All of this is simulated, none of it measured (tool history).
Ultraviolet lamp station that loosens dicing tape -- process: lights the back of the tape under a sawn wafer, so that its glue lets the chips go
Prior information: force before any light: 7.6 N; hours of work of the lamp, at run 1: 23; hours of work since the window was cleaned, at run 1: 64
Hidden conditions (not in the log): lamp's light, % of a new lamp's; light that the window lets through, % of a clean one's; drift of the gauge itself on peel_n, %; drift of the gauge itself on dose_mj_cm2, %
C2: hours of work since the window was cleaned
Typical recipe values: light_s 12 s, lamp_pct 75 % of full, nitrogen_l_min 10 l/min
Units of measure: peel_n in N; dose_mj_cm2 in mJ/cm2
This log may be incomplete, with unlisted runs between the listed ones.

run 1 day=0.000 | light_s=12 lamp_pct=75 nitrogen_l_min=10 | hours_of_work_of_the_lamp=23 C2=64 | peel_n=0.327 dose_mj_cm2=245
run 2 day=0.358 | light_s=12 lamp_pct=75 nitrogen_l_min=10 | hours_of_work_of_the_lamp=28 C2=70 | peel_n=0.315 dose_mj_cm2=244
run 3 day=0.788 | light_s=12 lamp_pct=75 nitrogen_l_min=10 | hours_of_work_of_the_lamp=34 C2=76 | peel_n=0.334 dose_mj_cm2=246
run 4 day=1.150 | light_s=12 lamp_pct=75 nitrogen_l_min=10 | hours_of_work_of_the_lamp=39 C2=81 | peel_n=0.332 dose_mj_cm2=242
run 5 day=1.358 | light_s=12 lamp_pct=83 nitrogen_l_min=10 | hours_of_work_of_the_lamp=42 C2=84 | peel_n=0.285 dose_mj_cm2=268
run 6 day=1.788 | light_s=12 lamp_pct=75 nitrogen_l_min=10 | hours_of_work_of_the_lamp=48 C2=90 | peel_n=0.330 dose_mj_cm2=237
run 7 day=2.029 | light_s=12 lamp_pct=75 nitrogen_l_min=10 | hours_of_work_of_the_lamp=52 C2=94 | peel_n=0.347 dose_mj_cm2=239
run 8 day=2.421 | light_s=12 lamp_pct=75 nitrogen_l_min=10 | hours_of_work_of_the_lamp=57 C2=99 | peel_n=0.357 dose_mj_cm2=246
run 9 day=2.838 | light_s=10 lamp_pct=75 nitrogen_l_min=7 | hours_of_work_of_the_lamp=63 C2=105 | peel_n=0.597 dose_mj_cm2=204
run 10 day=3.033 | light_s=10 lamp_pct=75 nitrogen_l_min=7 | hours_of_work_of_the_lamp=66 C2=108 | peel_n=0.603 dose_mj_cm2=203
run 11 day=3.238 | light_s=6 lamp_pct=75 nitrogen_l_min=7 | hours_of_work_of_the_lamp=69 C2=111 | peel_n=1.582 dose_mj_cm2=117
run 12 day=3.417 | light_s=21 lamp_pct=62 nitrogen_l_min=13 | hours_of_work_of_the_lamp=72 C2=114 | peel_n=0.199 dose_mj_cm2=350
run 13 day=3.658 | light_s=21 lamp_pct=62 nitrogen_l_min=13 | hours_of_work_of_the_lamp=75 C2=117 | peel_n=0.189 dose_mj_cm2=348
run 14 day=3.838 | light_s=21 lamp_pct=75 nitrogen_l_min=4 | hours_of_work_of_the_lamp=78 C2=120 | peel_n=0.227 dose_mj_cm2=416

Below, each run's measurement less what the same run would have read without the hidden state. Both values contain the same run-to-run variation, but the gauge's scatter may not be the same in both:
run=1 peel_n=+0.016 dose_mj_cm2=-6
run=2 peel_n=+0.017 dose_mj_cm2=-7
run=3 peel_n=+0.019 dose_mj_cm2=-8
run=4 peel_n=+0.021 dose_mj_cm2=-9
run=5 peel_n=+0.016 dose_mj_cm2=-10
run=6 peel_n=+0.023 dose_mj_cm2=-10
run=7 peel_n=+0.025 dose_mj_cm2=-10
run=8 peel_n=+0.026 dose_mj_cm2=-10
run=9 peel_n=+0.052 dose_mj_cm2=-9
run=10 peel_n=+0.053 dose_mj_cm2=-9
run=11 peel_n=+0.107 dose_mj_cm2=-6
run=12 peel_n=+0.005 dose_mj_cm2=-17
run=13 peel_n=+0.005 dose_mj_cm2=-17
run=14 peel_n=+0.012 dose_mj_cm2=-21
